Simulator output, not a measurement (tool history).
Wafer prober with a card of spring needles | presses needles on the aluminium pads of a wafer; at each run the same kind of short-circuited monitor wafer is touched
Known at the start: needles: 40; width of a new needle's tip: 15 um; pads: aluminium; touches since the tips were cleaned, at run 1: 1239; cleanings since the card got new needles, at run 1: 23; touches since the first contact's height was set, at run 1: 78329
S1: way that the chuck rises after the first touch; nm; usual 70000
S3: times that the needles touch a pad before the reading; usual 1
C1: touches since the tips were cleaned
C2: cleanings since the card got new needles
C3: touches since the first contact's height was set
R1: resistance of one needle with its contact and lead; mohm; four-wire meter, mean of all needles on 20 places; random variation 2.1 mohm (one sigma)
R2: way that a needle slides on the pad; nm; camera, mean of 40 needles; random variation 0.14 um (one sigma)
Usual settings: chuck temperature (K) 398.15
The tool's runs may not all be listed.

run 1 hour=0 | S1=70000 chuck_temperature_(K)=398.15 S3=1 | C1=1239 C2=23 C3=78329 | R1=275 R2=16910
-- hour=3.8 tips cleaned on abrasive film
-- hour=10.2 tips cleaned on abrasive film
run 2 hour=10.6 | S1=70000 chuck_temperature_(K)=398.15 S3=1 | C1=164 C2=25 C3=83215 | R1=236 R2=16970
-- hour=16.5 tips cleaned on abrasive film
run 3 hour=18.8 | S1=70000 chuck_temperature_(K)=398.15 S3=1 | C1=1085 C2=26 C3=87063 | R1=270 R2=17000
-- hour=22.9 tips cleaned on abrasive film
run 4 hour=26.2 | S1=70000 chuck_temperature_(K)=398.15 S3=1 | C1=1541 C2=27 C3=90505 | R1=283 R2=16860
-- hour=29 tips cleaned on abrasive film
run 5 hour=32.5 | S1=70000 chuck_temperature_(K)=398.15 S3=3 | C1=1628 C2=28 C3=93425 | R1=245 R2=16790
-- hour=35.5 tips cleaned on abrasive film
run 6 hour=39.9 | S1=70000 chuck_temperature_(K)=398.15 S3=1 | C1=2033 C2=29 C3=96848 | R1=292 R2=16600
-- hour=42.2 tips cleaned on abrasive film
-- hour=48.2 tips cleaned on abrasive film
run 7 hour=49.8 | S1=70000 chuck_temperature_(K)=398.15 S3=1 | C1=733 C2=31 C3=101427 | R1=264 R2=16720
-- hour=54.9 tips cleaned on abrasive film
-- hour=61.1 tips cleaned on abrasive film
run 8 hour=61.1 | S1=74000 chuck_temperature_(K)=398.15 S3=1 | C1=0 C2=33 C3=106679 | R1=234 R2=17530
-- hour=68 tips cleaned on abrasive film
run 9 hour=73.2 | S1=74000 chuck_temperature_(K)=398.15 S3=1 | C1=2427 C2=34 C3=112337 | R1=299 R2=17540
-- hour=74.5 tips cleaned on abrasive film
run 10 hour=79.8 | S1=74000 chuck_temperature_(K)=398.15 S3=2 | C1=2513 C2=35 C3=115405 | R1=265 R2=17890
-- hour=81 tips cleaned on abrasive film
-- hour=87 tips cleaned on abrasive film
run 11 hour=88.4 | S1=53000 chuck_temperature_(K)=398.15 S3=2 | C1=682 C2=37 C3=119390 | R1=274 R2=12220
-- hour=93.5 tips cleaned on abrasive film
run 12 hour=98.7 | S1=70000 chuck_temperature_(K)=398.15 S3=3 | C1=2496 C2=38 C3=124209 | R1=254 R2=16340
-- hour=100.6 tips cleaned on abrasive film
-- hour=106.6 tips cleaned on abrasive film
run 13 hour=111 | S1=70000 chuck_temperature_(K)=398.15 S3=1 | C1=2089 C2=40 C3=129907 | R1=296 R2=16580
-- hour=113 tips cleaned on abrasive film
-- hour=120 tips cleaned on abrasive film
run 14 hour=121.1 | S1=51000 chuck_temperature_(K)=398.15 S3=1 | C1=543 C2=42 C3=134579 | R1=295 R2=12070
-- hour=126.5 tips cleaned on abrasive film
run 15 hour=131.7 | S1=51000 chuck_temperature_(K)=398.15 S3=1 | C1=2458 C2=43 C3=139522 | R1=370 R2=11890
-- hour=133.2 tips cleaned on abrasive film
-- hour=139.8 tips cleaned on abrasive film
run 16 hour=142.9 | S1=70000 chuck_temperature_(K)=398.15 S3=1 | C1=1454 C2=45 C3=144715 | R1=289 R2=16450
-- hour=146 tips cleaned on abrasive film
-- hour=152.4 tips cleaned on abrasive film
run 17 hour=154.3 | S1=70000 chuck_temperature_(K)=392.15 S3=2 | C1=887 C2=47 C3=149989 | R1=252 R2=16140
-- hour=159.4 tips cleaned on abrasive film
run 18 hour=160.6 | S1=70000 chuck_temperature_(K)=392.15 S3=2 | C1=565 C2=48 C3=152920 | R1=251 R2=16260
-- hour=165.9 tips cleaned on abrasive film
run 19 hour=166.2 | S1=55000 chuck_temperature_(K)=374.15 S3=1 | C1=128 C2=49 C3=155509 | R1=254 R2=12620
run 20 hour=171.5 | S1=55000 chuck_temperature_(K)=374.15 S3=1 | C1=2646 C2=49 C3=158027 | R1=362 R2=12710
-- hour=172.6 tips cleaned on abrasive film
-- hour=179.3 tips cleaned on abrasive film
-- hour=181.1 height of the first contact set anew
run 21 hour=184 | S1=70000 chuck_temperature_(K)=309.15 S3=2 | C1=2048 C2=51 C3=1328 | R1=251 R2=17680
-- hour=185.8 tips cleaned on abrasive film
run 22 hour=190.9 | S1=52000 chuck_temperature_(K)=391.15 S3=2 | C1=2393 C2=52 C3=4569 | R1=300 R2=12880
-- hour=192.2 tips cleaned on abrasive film
-- hour=199.3 tips cleaned on abrasive film
run 23 hour=199.5 | S1=52000 chuck_temperature_(K)=391.15 S3=2 | C1=68 C2=54 C3=8505 | R1=243 R2=12730
-- hour=205.8 tips cleaned on abrasive film
run 24 hour=208.5 | S1=52000 chuck_temperature_(K)=391.15 S3=2 | C1=1273 C2=55 C3=12730 | R1=275 R2=12970
-- hour=212.5 tips cleaned on abrasive film
-- hour=218.9 tips cleaned on abrasive film
run 25 hour=219.6 | S1=76000 chuck_temperature_(K)=303.15 S3=2 | C1=294 C2=57 C3=17842 | R1=219 R2=18730
-- hour=225.4 tips cleaned on abrasive film
run 26 hour=230.3 | S1=81000 chuck_temperature_(K)=329.15 S3=2 | C1=2314 C2=58 C3=22872 | R1=248 R2=19960
-- hour=232.2 tips cleaned on abrasive film
run 27 hour=236.6 | S1=70000 chuck_temperature_(K)=398.15 S3=1 | C1=2059 C2=59 C3=25787 | R1=298 R2=17100
-- hour=239 tips cleaned on abrasive film
run 28 hour=244.5 | S1=57000 chuck_temperature_(K)=377.15 S3=2 | C1=2597 C2=60 C3=29478 | R1=293 R2=14160
-- hour=245.5 tips cleaned on abrasive film
run 29 hour=250.8 | S1=59000 chuck_temperature_(K)=326.15 S3=2 | C1=2486 C2=61 C3=32390 | R1=293 R2=14350
-- hour=251.7 tips cleaned on abrasive film
-- hour=257.9 tips cleaned on abrasive film
run 30 hour=262.4 | S1=70000 chuck_temperature_(K)=398.15 S3=2 | C1=2086 C2=63 C3=37751 | R1=272 R2=17230
-- hour=264.3 tips cleaned on abrasive film
-- hour=271.2 tips cleaned on abrasive film
run 31 hour=272.2 | S1=70000 chuck_temperature_(K)=301.15 S3=2 | C1=440 C2=65 C3=42284 | R1=223 R2=16970
-- hour=277.9 tips cleaned on abrasive film
run 32 hour=281.2 | S1=70000 chuck_temperature_(K)=301.15 S3=2 | C1=1569 C2=66 C3=46519 | R1=249 R2=17110

Forecast each of these 4 alternatives for the next run:
-- hour=284.6 tips cleaned on abrasive film
run A hour=288.7 | S1=77000 chuck_temperature_(K)=326.15 S3=1 | C1=1933 C2=67 C3=50011 | R1=? R2=?
-- hour=284.6 tips cleaned on abrasive film
run B hour=288.7 | S1=70000 chuck_temperature_(K)=345.15 S3=1 | C1=1933 C2=67 C3=50011 | R1=? R2=?
-- hour=284.6 tips cleaned on abrasive film
run C hour=288.7 | S1=71000 chuck_temperature_(K)=358.15 S3=2 | C1=1933 C2=67 C3=50011 | R1=? R2=?
-- hour=284.6 tips cleaned on abrasive film
run D hour=288.7 | S1=62000 chuck_temperature_(K)=365.15 S3=1 | C1=1933 C2=67 C3=50011 | R1=? R2=?

run=A R1=276 R2=18670
run=B R1=294 R2=17070
run=C R1=262 R2=17280
run=D R1=316 R2=15200
Without the tool's hidden state the same runs would have given:
run=A R1=206 R2=19030
run=B R1=214 R2=17430
run=C R1=216 R2=17640
run=D R1=221 R2=15560

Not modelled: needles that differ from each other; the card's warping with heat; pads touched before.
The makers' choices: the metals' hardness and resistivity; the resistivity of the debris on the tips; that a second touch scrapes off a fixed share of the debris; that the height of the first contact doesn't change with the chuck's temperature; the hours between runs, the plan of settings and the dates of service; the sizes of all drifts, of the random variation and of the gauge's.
